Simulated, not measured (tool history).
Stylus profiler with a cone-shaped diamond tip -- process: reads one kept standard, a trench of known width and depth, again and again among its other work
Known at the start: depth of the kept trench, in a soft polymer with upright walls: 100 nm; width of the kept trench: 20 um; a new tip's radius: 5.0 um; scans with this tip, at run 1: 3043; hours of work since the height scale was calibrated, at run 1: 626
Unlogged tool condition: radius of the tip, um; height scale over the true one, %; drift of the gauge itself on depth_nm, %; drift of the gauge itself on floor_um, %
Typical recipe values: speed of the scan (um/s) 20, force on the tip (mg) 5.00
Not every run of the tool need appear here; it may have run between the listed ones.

| run | hour | speed of the scan (um/s) | force on the tip (mg) | scans with this tip | hours of work since the height scale was calibrated | depth of the trench (angstrom) | width of the trench's floor (um) |
|---|---|---|---|---|---|---|---|
| 1 | 0.0 | 20 | 5.00 | 3043 | 626 | 1020.0 | 17.84 |
| 2 | 23.6 | 20 | 8.38 | 3105 | 639 | 1027.6 | 17.79 |
| 3 | 41.7 | 10 | 5.00 | 3153 | 649 | 1020.2 | 17.81 |
| 4 | 64.8 | 10 | 5.00 | 3214 | 662 | 1020.2 | 17.78 |
| 5 | 93.2 | 27 | 5.00 | 3289 | 677 | 1020.4 | 17.72 |
| 6 | 115.1 | 27 | 5.00 | 3347 | 689 | 1020.2 | 17.78 |
| 7 | 137.5 | 27 | 5.00 | 3406 | 701 | 1021.0 | 17.86 |
| 8 | 153.2 | 27 | 5.00 | 3448 | 710 | 1019.7 | 17.76 |
| 9 | 167.6 | 27 | 5.00 | 3486 | 718 | 1019.9 | 17.79 |
| 10 | 194.6 | 20 | 5.00 | 3557 | 732 | 1021.1 | 17.73 |
| 11 | 208.5 | 20 | 5.00 | 3594 | 740 | 1022.3 | 17.75 |
| 12 | 227.4 | 20 | 5.00 | 3644 | 750 | 1020.9 | 17.77 |
| 13 | 245.8 | 20 | 5.00 | 3693 | 760 | 1020.5 | 17.76 |
| 14 | 268.9 | 20 | 5.00 | 3754 | 773 | 1022.0 | 17.75 |
| 15 | 283.0 | 20 | 5.00 | 3791 | 780 | 1020.8 | 17.77 |
| 16 | 298.9 | 20 | 5.00 | 3833 | 789 | 1022.4 | 17.71 |
|  | 301.2 | height scale calibrated on a step standard |
| 17 | 319.3 | 20 | 5.00 | 3886 | 10 | 1023.3 | 17.74 |
| 18 | 338.6 | 20 | 5.00 | 3937 | 20 | 1022.4 | 17.81 |
| 19 | 362.2 | 20 | 5.00 | 3999 | 33 | 1021.4 | 17.72 |
| 20 | 381.7 | 20 | 5.00 | 4051 | 44 | 1023.0 | 17.77 |
| 21 | 399.0 | 9 | 5.00 | 4097 | 53 | 1022.3 | 17.78 |
| 22 | 413.7 | 20 | 5.00 | 4136 | 61 | 1022.5 | 17.73 |
|  | 420.4 | height scale calibrated on a step standard, once more |
| 23 | 432.7 | 20 | 5.00 | 4185 | 7 | 1018.4 | 17.78 |
| 24 | 456.6 | 10 | 3.91 | 4248 | 20 | 1013.9 | 17.74 |
| 25 | 471.7 | 10 | 3.91 | 4288 | 28 | 1015.1 | 17.70 |
| 26 | 484.9 | 46 | 10.10 | 4323 | 35 | 1028.5 | 17.73 |
| 27 | 511.4 | 46 | 10.10 | 4393 | 50 | 1028.2 | 17.76 |
| 28 | 540.9 | 16 | 2.76 | 4471 | 66 | 1013.0 | 17.74 |
| 29 | 569.1 | 20 | 8.43 | 4546 | 81 | 1026.3 | 17.70 |
| 30 | 588.4 | 12 | 1.74 | 4597 | 92 | 1009.4 | 17.69 |
| 31 | 617.3 | 33 | 5.08 | 4673 | 107 | 1018.2 | 17.70 |
| 32 | 632.7 | 7 | 4.58 | 4714 | 116 | 1016.3 | 17.72 |
| 33 | 651.6 | 7 | 4.58 | 4764 | 126 | 1017.1 | 17.74 |
| 34 | 674.3 | 46 | 4.98 | 4824 | 138 | 1018.9 | 17.67 |
| 35 | 694.7 | 6 | 13.78 | 4878 | 149 | 1035.9 | 17.69 |
| 36 | 708.8 | 6 | 11.14 | 4915 | 157 | 1028.9 | 17.69 |
| 37 | 732.7 | 50 | 2.68 | 4978 | 170 | 1012.5 | 17.67 |
| 38 | 747.1 | 50 | 2.68 | 5017 | 178 | 1012.1 | 17.63 |
| 39 | 768.7 | 80 | 7.34 | 5074 | 190 | 1024.2 | 17.65 |
| 40 | 786.5 | 80 | 7.34 | 5121 | 199 | 1023.9 | 17.65 |
| 41 | 815.5 | 53 | 1.85 | 5198 | 215 | 1010.0 | 17.56 |
| 42 | 829.9 | 13 | 5.00 | 5236 | 223 | 1019.0 | 17.66 |
| 43 | 850.1 | 13 | 8.92 | 5289 | 234 | 1027.3 | 17.72 |
| 44 | 864.5 | 14 | 12.71 | 5327 | 242 | 1034.7 | 17.71 |
| 45 | 891.1 | 14 | 12.71 | 5398 | 256 | 1033.1 | 17.76 |

Forecast each of these 5 alternatives for the next run:
| A | 917.3 | 46 | 7.44 | 5467 | 271 | ? | ? |
| B | 917.3 | 9 | 2.95 | 5467 | 271 | ? | ? |
| C | 917.3 | 8 | 7.49 | 5467 | 271 | ? | ? |
| D | 917.3 | 69 | 7.39 | 5467 | 271 | ? | ? |
| E | 917.3 | 23 | 13.82 | 5467 | 271 | ? | ? |

| run | depth of the trench (angstrom) | width of the trench's floor (um) |
|---|---|---|
| A | 1023.3 | 17.67 |
| B | 1013.7 | 17.68 |
| C | 1025.3 | 17.71 |
| D | 1023.9 | 17.63 |
| E | 1035.9 | 17.66 |
Stripped of hidden state, with their random variation kept, the same runs would have yielded:
| run | depth of the trench (angstrom) | width of the trench's floor (um) |
|---|---|---|
| A | 1021.7 | 17.99 |
| B | 1012.1 | 17.99 |
| C | 1023.6 | 18.02 |
| D | 1022.2 | 17.95 |
| E | 1034.3 | 17.97 |
